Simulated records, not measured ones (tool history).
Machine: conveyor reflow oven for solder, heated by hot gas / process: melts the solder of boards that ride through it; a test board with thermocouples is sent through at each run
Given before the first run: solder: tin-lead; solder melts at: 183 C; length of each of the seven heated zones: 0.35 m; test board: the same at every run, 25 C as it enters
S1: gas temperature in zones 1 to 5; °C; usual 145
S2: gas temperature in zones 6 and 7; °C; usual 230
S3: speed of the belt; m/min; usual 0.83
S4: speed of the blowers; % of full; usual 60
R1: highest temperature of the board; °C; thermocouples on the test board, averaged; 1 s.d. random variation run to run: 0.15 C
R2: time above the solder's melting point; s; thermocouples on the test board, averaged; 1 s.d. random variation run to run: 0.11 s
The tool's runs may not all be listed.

run   hour   S1   S2     S3  S4     R1    R2
  1      0  145  230   0.83  60  206.6  32.1
  2   20.4  145  230   0.83  60  206.8  32.1
  3   51.4  145  230   0.83  86  211.9  36.4
  4   86.7  160  230   0.83  60    210  39.2
  5  116.5  145  237   0.83  60  211.9  35.6
  6  153.1  145  230   0.83  60  205.8  31.5
  7  179.6  145  230   0.83  60  206.1  31.5
  8    215  145  228   0.83  60  204.2  30.2
     242.9  -- flux residue cleaned out of gas plates and filters
  9  250.1  145  228  0.688  60  211.5  44.4
 10  281.4  145  230   0.83  60  207.3    33
 11  303.5  145  230   0.83  60  207.4  32.8
 12  321.4  145  230   0.83  60  207.2  32.9
 13    345  145  230   0.83  60  207.4  32.7
 14  380.6  145  230   0.83  60    207  32.5
 15  409.3  145  230   0.83  60  206.9  32.4
 16  440.6  145  244   0.83  73  221.6  41.1
 17  474.6  145  244   0.83  73  221.1    41
 18  496.5  145  244   0.83  73  220.9  41.2
 19  520.3  145  236  0.805  60  211.9  37.4
 20  549.4  146  237  0.893  63    210  32.4
 21  570.2  146  237  0.893  63  210.2  32.1
 22  603.1  146  237  0.893  63    210  31.8
 23  618.6  146  237  0.893  63    210  31.9
 24  648.8  150  230   0.83  60  207.1  33.9
 25  685.1  159  218  0.858  86  203.1  34.1
     696.8  -- thermocouples of zones 6 and 7 changed
 26  702.8  138  230   0.83  66  207.9  31.6
 27  723.5  138  230   0.83  66  207.7  31.2
 28  744.2  138  218  0.891  66  195.7  18.8
 29  763.7  145  230  0.741  51  209.3  38.5

5 ways to go on from here, each from the tool as it stands after run 29. What would each give?
  A  794.8  145  233  0.741  87   ?   ?
  B  794.8  145  230  0.741  74   ?   ?
  C  794.8  133  219  0.821  60   ?   ?
  D  794.8  143  235   0.83  59   ?   ?
  E  794.8  139  222   0.83  60   ?   ?

run     R1    R2
  A  218.9  45.7
  B  214.3  42.8
  C  196.2  20.4
  D  210.7  34.2
  E  199.9  24.9
What these runs would have given with no unlogged condition in the tool:
run     R1    R2
  A  220.6  46.5
  B    216  43.8
  C  197.9  22.5
  D  212.6  35.4
  E  201.6  26.7

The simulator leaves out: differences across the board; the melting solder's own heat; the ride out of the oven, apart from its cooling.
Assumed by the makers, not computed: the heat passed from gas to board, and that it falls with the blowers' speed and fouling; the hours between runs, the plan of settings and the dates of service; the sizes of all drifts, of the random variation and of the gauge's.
